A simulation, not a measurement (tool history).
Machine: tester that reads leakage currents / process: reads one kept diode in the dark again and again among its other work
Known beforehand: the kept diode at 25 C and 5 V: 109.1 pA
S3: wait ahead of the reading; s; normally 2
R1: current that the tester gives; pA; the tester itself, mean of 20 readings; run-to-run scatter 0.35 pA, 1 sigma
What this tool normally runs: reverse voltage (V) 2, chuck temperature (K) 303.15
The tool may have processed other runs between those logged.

{"run": 1, "hour": 0.0, "reverse voltage (V)": 2, "chuck temperature (K)": 303.15, "S3": 2, "R1": 114.1}
{"run": 2, "hour": 35.1, "reverse voltage (V)": 2, "chuck temperature (K)": 303.15, "S3": 2, "R1": 113.93}
{"run": 3, "hour": 64.7, "reverse voltage (V)": 2, "chuck temperature (K)": 303.15, "S3": 2, "R1": 114.11}
{"run": 4, "hour": 105.9, "reverse voltage (V)": 2, "chuck temperature (K)": 303.15, "S3": 2, "R1": 113.23}
{"run": 5, "hour": 134.6, "reverse voltage (V)": 2, "chuck temperature (K)": 303.15, "S3": 4.1, "R1": 112.78}
{"run": 6, "hour": 164.3, "reverse voltage (V)": 2, "chuck temperature (K)": 303.15, "S3": 4.1, "R1": 112.89}
{"run": 7, "hour": 196.2, "reverse voltage (V)": 2, "chuck temperature (K)": 303.15, "S3": 4.1, "R1": 113.21}
{"run": 8, "hour": 242.5, "reverse voltage (V)": 15.37, "chuck temperature (K)": 303.15, "S3": 4.1, "R1": 285.8}
{"run": 9, "hour": 266.2, "reverse voltage (V)": 19.45, "chuck temperature (K)": 303.15, "S3": 2, "R1": 321.66}
{"run": 10, "hour": 305.5, "reverse voltage (V)": 2, "chuck temperature (K)": 320.15, "S3": 2, "R1": 488.65}
{"run": 11, "hour": 340.5, "reverse voltage (V)": 3.04, "chuck temperature (K)": 303.15, "S3": 2, "R1": 135.24}
{"run": 12, "hour": 381.7, "reverse voltage (V)": 2, "chuck temperature (K)": 300.15, "S3": 2, "R1": 84.4}
{"run": 13, "hour": 410.9, "reverse voltage (V)": 2, "chuck temperature (K)": 300.15, "S3": 2, "R1": 84.63}
{"run": 14, "hour": 443.0, "reverse voltage (V)": 2, "chuck temperature (K)": 300.15, "S3": 2, "R1": 83.87}
{"run": 15, "hour": 491.1, "reverse voltage (V)": 2, "chuck temperature (K)": 300.15, "S3": 2, "R1": 84.18}
{"run": 16, "hour": 520.4, "reverse voltage (V)": 2, "chuck temperature (K)": 300.15, "S3": 2, "R1": 83.9}
{"run": 17, "hour": 574.6, "reverse voltage (V)": 2, "chuck temperature (K)": 303.15, "S3": 2, "R1": 110.61}
{"run": 18, "hour": 607.3, "reverse voltage (V)": 2, "chuck temperature (K)": 303.15, "S3": 0.55, "R1": 110.89}
{"run": 19, "hour": 644.0, "reverse voltage (V)": 2, "chuck temperature (K)": 299.15, "S3": 0.55, "R1": 76.52}
{"run": 20, "hour": 684.6, "reverse voltage (V)": 2, "chuck temperature (K)": 299.15, "S3": 0.55, "R1": 75.5}
{"run": 21, "hour": 722.3, "reverse voltage (V)": 3.96, "chuck temperature (K)": 297.15, "S3": 2, "R1": 85.63}
{"run": 22, "hour": 747.2, "reverse voltage (V)": 1.29, "chuck temperature (K)": 296.15, "S3": 0.61, "R1": 46.43}
{"run": 23, "hour": 797.7, "reverse voltage (V)": 1.29, "chuck temperature (K)": 296.15, "S3": 0.61, "R1": 46.28}
{"run": 24, "hour": 849.6, "reverse voltage (V)": 1.29, "chuck temperature (K)": 296.15, "S3": 0.61, "R1": 46.15}
{"run": 25, "hour": 881.1, "reverse voltage (V)": 1.29, "chuck temperature (K)": 296.15, "S3": 0.61, "R1": 46.52}
{"run": 26, "hour": 921.3, "reverse voltage (V)": 2, "chuck temperature (K)": 303.15, "S3": 2.78, "R1": 107.97}
{"run": 27, "hour": 954.2, "reverse voltage (V)": 1.57, "chuck temperature (K)": 314.15, "S3": 0.51, "R1": 256.52}
{"hour": 958.8, "done": "chuck's temperature calibrated"}
{"run": 28, "hour": 989.2, "reverse voltage (V)": 2, "chuck temperature (K)": 297.15, "S3": 2, "R1": 59.54}
{"run": 29, "hour": 1012.2, "reverse voltage (V)": 2, "chuck temperature (K)": 297.15, "S3": 2, "R1": 59.25}
{"run": 30, "hour": 1039.6, "reverse voltage (V)": 2, "chuck temperature (K)": 320.15, "S3": 0.34, "R1": 455.81}
{"run": 31, "hour": 1081.3, "reverse voltage (V)": 1.13, "chuck temperature (K)": 330.15, "S3": 2, "R1": 780.26}
{"run": 32, "hour": 1109.8, "reverse voltage (V)": 1.13, "chuck temperature (K)": 330.15, "S3": 1.1, "R1": 776.35}
{"hour": 1118.1, "done": "chuck's temperature calibrated, once more"}
{"run": 33, "hour": 1138.3, "reverse voltage (V)": 3.92, "chuck temperature (K)": 307.15, "S3": 1.1, "R1": 223.07}
{"run": 34, "hour": 1184.5, "reverse voltage (V)": 3.92, "chuck temperature (K)": 317.15, "S3": 5.18, "R1": 525.01}
{"run": 35, "hour": 1213.0, "reverse voltage (V)": 4.26, "chuck temperature (K)": 297.15, "S3": 4.01, "R1": 91.69}
{"run": 36, "hour": 1250.4, "reverse voltage (V)": 2, "chuck temperature (K)": 319.15, "S3": 0.63, "R1": 451.47}
{"run": 37, "hour": 1300.8, "reverse voltage (V)": 15.1, "chuck temperature (K)": 305.15, "S3": 0.41, "R1": 347.89}
{"run": 38, "hour": 1342.7, "reverse voltage (V)": 11.21, "chuck temperature (K)": 300.15, "S3": 2, "R1": 189.51}
{"run": 39, "hour": 1388.2, "reverse voltage (V)": 10.86, "chuck temperature (K)": 299.15, "S3": 1.71, "R1": 171.1}
{"run": 40, "hour": 1437.9, "reverse voltage (V)": 10.86, "chuck temperature (K)": 299.15, "S3": 1.71, "R1": 170.19}

Below, some changes in R1 between adjacent runs. For each, the amount present without the hidden state too (settings, incoming material, random variation) and the amount remaining for the hidden state with gauge scatter not shared by both compared results:
The tool's hidden condition here consists of: stray current of the dirty probe card, pA a volt; current scale over the true one, %; true chuck temperature over the reading, C; drift of the gauge itself on leakage_pa, %.
Run 29 -> 30: chuck temperature (K) 297.15 -> 320.15, S3 2 -> 0.34. R1 +396.56 pA: hidden state -36.6, all else +433.16.
Run 30 -> 31: reverse voltage (V) 2 -> 1.13, chuck temperature (K) 320.15 -> 330.15, S3 0.34 -> 2. R1 +324.45 pA: hidden state -28.17, all else +352.62.
Run 32 -> 33: reverse voltage (V) 1.13 -> 3.92, chuck temperature (K) 330.15 -> 307.15, chuck's temperature calibrated, once more. R1 -553.28 pA: hidden state +71.38, all else -624.66.
Run 34 -> 35: reverse voltage (V) 3.92 -> 4.26, chuck temperature (K) 317.15 -> 297.15, S3 5.18 -> 4.01. R1 -433.32 pA: hidden state +2.67, all else -435.99.
